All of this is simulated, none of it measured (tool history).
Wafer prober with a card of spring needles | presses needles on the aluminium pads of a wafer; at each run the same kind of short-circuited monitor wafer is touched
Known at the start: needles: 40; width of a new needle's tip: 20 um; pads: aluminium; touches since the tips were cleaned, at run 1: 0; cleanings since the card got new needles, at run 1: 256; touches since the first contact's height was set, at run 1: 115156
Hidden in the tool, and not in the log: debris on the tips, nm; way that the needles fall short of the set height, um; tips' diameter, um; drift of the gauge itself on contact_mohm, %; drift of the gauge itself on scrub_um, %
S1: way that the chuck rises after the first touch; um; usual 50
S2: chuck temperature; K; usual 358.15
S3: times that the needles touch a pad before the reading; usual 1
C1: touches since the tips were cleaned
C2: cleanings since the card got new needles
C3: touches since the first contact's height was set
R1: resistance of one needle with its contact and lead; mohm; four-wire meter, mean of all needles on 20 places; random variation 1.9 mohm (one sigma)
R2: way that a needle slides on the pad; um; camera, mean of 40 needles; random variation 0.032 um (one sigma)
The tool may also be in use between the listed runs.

run 1 hour=0 | S1=50 S2=358.15 S3=1 | C1=0 C2=256 C3=115156 | R1=200 R2=6.35
-- hour=4.4 tips cleaned on abrasive film
-- hour=5.6 height of the first contact set anew
-- hour=8.3 tips cleaned on abrasive film
-- hour=12.8 tips cleaned on abrasive film
-- hour=17.2 tips cleaned on abrasive film
-- hour=20.8 tips cleaned on abrasive film
-- hour=25.2 tips cleaned on abrasive film
-- hour=29.7 tips cleaned on abrasive film
-- hour=34.1 tips cleaned on abrasive film
-- hour=38.6 tips cleaned on abrasive film
-- hour=43 tips cleaned on abrasive film
-- hour=47.4 tips cleaned on abrasive film
-- hour=51.9 tips cleaned on abrasive film
-- hour=56.3 tips cleaned on abrasive film
-- hour=59.9 tips cleaned on abrasive film
run 2 hour=60.2 | S1=50 S2=358.15 S3=1 | C1=154 C2=270 C3=29438 | R1=196 R2=6.37
-- hour=63.8 tips cleaned on abrasive film
-- hour=68.2 tips cleaned on abrasive film
-- hour=72.6 tips cleaned on abrasive film
-- hour=77.1 tips cleaned on abrasive film
-- hour=81.5 tips cleaned on abrasive film
-- hour=86 tips cleaned on abrasive film
-- hour=90.4 tips cleaned on abrasive film
-- hour=94.9 tips cleaned on abrasive film
-- hour=98.4 tips cleaned on abrasive film
-- hour=102.9 tips cleaned on abrasive film
-- hour=107.3 tips cleaned on abrasive film
-- hour=111.8 tips cleaned on abrasive film
-- hour=115.3 tips cleaned on abrasive film
run 3 hour=115.5 | S1=50 S2=358.15 S3=1 | C1=70 C2=283 C3=59274 | R1=196 R2=6.38
-- hour=119 tips cleaned on abrasive film
-- hour=123.5 tips cleaned on abrasive film
-- hour=127.9 tips cleaned on abrasive film
-- hour=132.4 tips cleaned on abrasive film
-- hour=136 tips cleaned on abrasive film
-- hour=140.4 tips cleaned on abrasive film
-- hour=144.8 tips cleaned on abrasive film
-- hour=149.3 tips cleaned on abrasive film
-- hour=153.7 tips cleaned on abrasive film
-- hour=157.3 tips cleaned on abrasive film
-- hour=161.7 tips cleaned on abrasive film
-- hour=166.2 tips cleaned on abrasive film
-- hour=170.6 tips cleaned on abrasive film
-- hour=174.2 tips cleaned on abrasive film
run 4 hour=175.7 | S1=50 S2=317.15 S3=1 | C1=830 C2=297 C3=91794 | R1=191 R2=6.36
-- hour=178.4 tips cleaned on abrasive film
-- hour=182.9 tips cleaned on abrasive film
-- hour=187.3 tips cleaned on abrasive film
-- hour=190.9 tips cleaned on abrasive film
-- hour=195.3 tips cleaned on abrasive film
-- hour=199.8 tips cleaned on abrasive film
-- hour=204.2 tips cleaned on abrasive film
-- hour=208.6 tips cleaned on abrasive film
-- hour=213.1 tips cleaned on abrasive film
-- hour=217.5 tips cleaned on abrasive film
-- hour=221.1 tips cleaned on abrasive film
run 5 hour=222.9 | S1=50 S2=317.15 S3=1 | C1=1009 C2=308 C3=117286 | R1=191 R2=6.34
-- hour=224.8 tips cleaned on abrasive film
-- hour=225.1 height of the first contact set anew
-- hour=229.5 tips cleaned on abrasive film
-- hour=241.5 card fitted with new needles
-- hour=245.1 tips cleaned on abrasive film
-- hour=249.5 tips cleaned on abrasive film
-- hour=254 tips cleaned on abrasive film
-- hour=258.4 tips cleaned on abrasive film
-- hour=262.9 tips cleaned on abrasive film
-- hour=266.4 tips cleaned on abrasive film
-- hour=270.9 tips cleaned on abrasive film
-- hour=274.5 tips cleaned on abrasive film
-- hour=278.9 tips cleaned on abrasive film
-- hour=283.3 tips cleaned on abrasive film
-- hour=287.8 tips cleaned on abrasive film
-- hour=291.4 tips cleaned on abrasive film
-- hour=295.8 tips cleaned on abrasive film
-- hour=300.2 tips cleaned on abrasive film
run 6 hour=300.8 | S1=50 S2=358.15 S3=1 | C1=322 C2=14 C3=32007 | R1=200 R2=6.34
-- hour=304.4 tips cleaned on abrasive film
-- hour=308.8 tips cleaned on abrasive film
-- hour=313.3 tips cleaned on abrasive film
-- hour=317.7 tips cleaned on abrasive film
-- hour=322.2 tips cleaned on abrasive film
-- hour=325.7 tips cleaned on abrasive film
-- hour=330.2 tips cleaned on abrasive film
-- hour=334.6 tips cleaned on abrasive film
-- hour=339.1 tips cleaned on abrasive film
-- hour=343.5 tips cleaned on abrasive film
-- hour=348 tips cleaned on abrasive film
-- hour=352.4 tips cleaned on abrasive film
-- hour=356.9 tips cleaned on abrasive film
-- hour=361.3 tips cleaned on abrasive film
-- hour=364.9 tips cleaned on abrasive film
-- hour=369.3 tips cleaned on abrasive film
-- hour=373.8 tips cleaned on abrasive film
-- hour=378.2 tips cleaned on abrasive film
-- hour=382.6 tips cleaned on abrasive film
-- hour=387.1 tips cleaned on abrasive film
run 7 hour=388.2 | S1=50 S2=358.15 S3=1 | C1=624 C2=34 C3=79196 | R1=204 R2=6.38
-- hour=390.9 tips cleaned on abrasive film
-- hour=395.4 tips cleaned on abrasive film
-- hour=399.8 tips cleaned on abrasive film
-- hour=404.2 tips cleaned on abrasive film
-- hour=408.7 tips cleaned on abrasive film
-- hour=413.1 tips cleaned on abrasive film
-- hour=417.6 tips cleaned on abrasive film
-- hour=422 tips cleaned on abrasive film
-- hour=426.5 tips cleaned on abrasive film
-- hour=430.9 tips cleaned on abrasive film
-- hour=434.8 tips cleaned on abrasive film
run 8 hour=434.8 | S1=52 S2=358.15 S3=1 | C1=0 C2=45 C3=104361 | R1=195 R2=6.58
-- hour=439.3 tips cleaned on abrasive film
-- hour=443.7 tips cleaned on abrasive film
-- hour=447.3 tips cleaned on abrasive film
-- hour=451.8 tips cleaned on abrasive film
-- hour=456.2 tips cleaned on abrasive film
-- hour=460.6 tips cleaned on abrasive film
-- hour=460.9 height of the first contact set anew
-- hour=465.4 tips cleaned on abrasive film
-- hour=469 tips cleaned on abrasive film
-- hour=473.4 tips cleaned on abrasive film
-- hour=477.8 tips cleaned on abrasive film
-- hour=482.3 tips cleaned on abrasive film
-- hour=485.9 tips cleaned on abrasive film
-- hour=490.3 tips cleaned on abrasive film
-- hour=494.7 tips cleaned on abrasive film
-- hour=499.2 tips cleaned on abrasive film
-- hour=502.8 tips cleaned on abrasive film
-- hour=507.2 tips cleaned on abrasive film
-- hour=510.8 tips cleaned on abrasive film
-- hour=515.2 tips cleaned on abrasive film
-- hour=519.7 tips cleaned on abrasive film
-- hour=524.1 tips cleaned on abrasive film
run 9 hour=524.2 | S1=50 S2=358.15 S3=2 | C1=43 C2=66 C3=34127 | R1=202 R2=6.37
-- hour=527.7 tips cleaned on abrasive film
-- hour=531.3 tips cleaned on abrasive film
-- hour=535.8 tips cleaned on abrasive film
-- hour=539.3 tips cleaned on abrasive film
-- hour=543.8 tips cleaned on abrasive film
-- hour=548.2 tips cleaned on abrasive film
-- hour=552.7 tips cleaned on abrasive film
-- hour=557.1 tips cleaned on abrasive film
-- hour=561.6 tips cleaned on abrasive film
-- hour=566 tips cleaned on abrasive film
-- hour=570.4 tips cleaned on abrasive film
-- hour=574.9 tips cleaned on abrasive film
-- hour=578.5 tips cleaned on abrasive film
run 10 hour=578.7 | S1=47 S2=358.15 S3=2 | C1=155 C2=79 C3=63558 | R1=200 R2=5.96
-- hour=582.3 tips cleaned on abrasive film
-- hour=585.9 tips cleaned on abrasive film
-- hour=590.3 tips cleaned on abrasive film
-- hour=594.8 tips cleaned on abrasive film
-- hour=598.4 tips cleaned on abrasive film
-- hour=602.8 tips cleaned on abrasive film
-- hour=607.2 tips cleaned on abrasive film
-- hour=610.8 tips cleaned on abrasive film
-- hour=615.3 tips cleaned on abrasive film
run 11 hour=617.9 | S1=47 S2=358.15 S3=2 | C1=1468 C2=88 C3=84710 | R1=204 R2=5.96
-- hour=618.9 tips cleaned on abrasive film
-- hour=622.5 tips cleaned on abrasive film
-- hour=626.9 tips cleaned on abrasive film
-- hour=631.4 tips cleaned on abrasive film
-- hour=634.9 tips cleaned on abrasive film
-- hour=639.4 tips cleaned on abrasive film
-- hour=642.9 tips cleaned on abrasive film
-- hour=647.4 tips cleaned on abrasive film
-- hour=651.8 tips cleaned on abrasive film
-- hour=656.3 tips cleaned on abrasive film
-- hour=660.7 tips cleaned on abrasive film
-- hour=664.3 tips cleaned on abrasive film
-- hour=668.7 tips cleaned on abrasive film
-- hour=673.2 tips cleaned on abrasive film
run 12 hour=674.3 | S1=30 S2=311.15 S3=2 | C1=635 C2=102 C3=115114 | R1=202 R2=3.75

Run 13 comes next. What will it give?
-- hour=677 tips cleaned on abrasive film
-- hour=680.8 height of the first contact set anew
-- hour=681.8 tips cleaned on abrasive film
-- hour=685.4 tips cleaned on abrasive film
-- hour=689.8 tips cleaned on abrasive film
-- hour=693.4 tips cleaned on abrasive film
-- hour=697.8 tips cleaned on abrasive film
-- hour=702.3 tips cleaned on abrasive film
-- hour=706.7 tips cleaned on abrasive film
-- hour=711.1 tips cleaned on abrasive film
-- hour=715.6 tips cleaned on abrasive film
-- hour=720 tips cleaned on abrasive film
-- hour=723.6 tips cleaned on abrasive film
-- hour=728 tips cleaned on abrasive film
-- hour=732.5 tips cleaned on abrasive film
-- hour=736.9 tips cleaned on abrasive film
-- hour=741.4 tips cleaned on abrasive film
-- hour=745.8 tips cleaned on abrasive film
-- hour=749.4 tips cleaned on abrasive film
-- hour=753.8 tips cleaned on abrasive film
run 13 hour=754.3 | S1=59 S2=362.15 S3=3 | C1=242 C2=121 C3=39608 | R1=? R2=?

R1: 198 mohm
R2: 7.51 um
Without the tool's hidden state the same run would have given R1 198 mohm, R2 7.51 um.
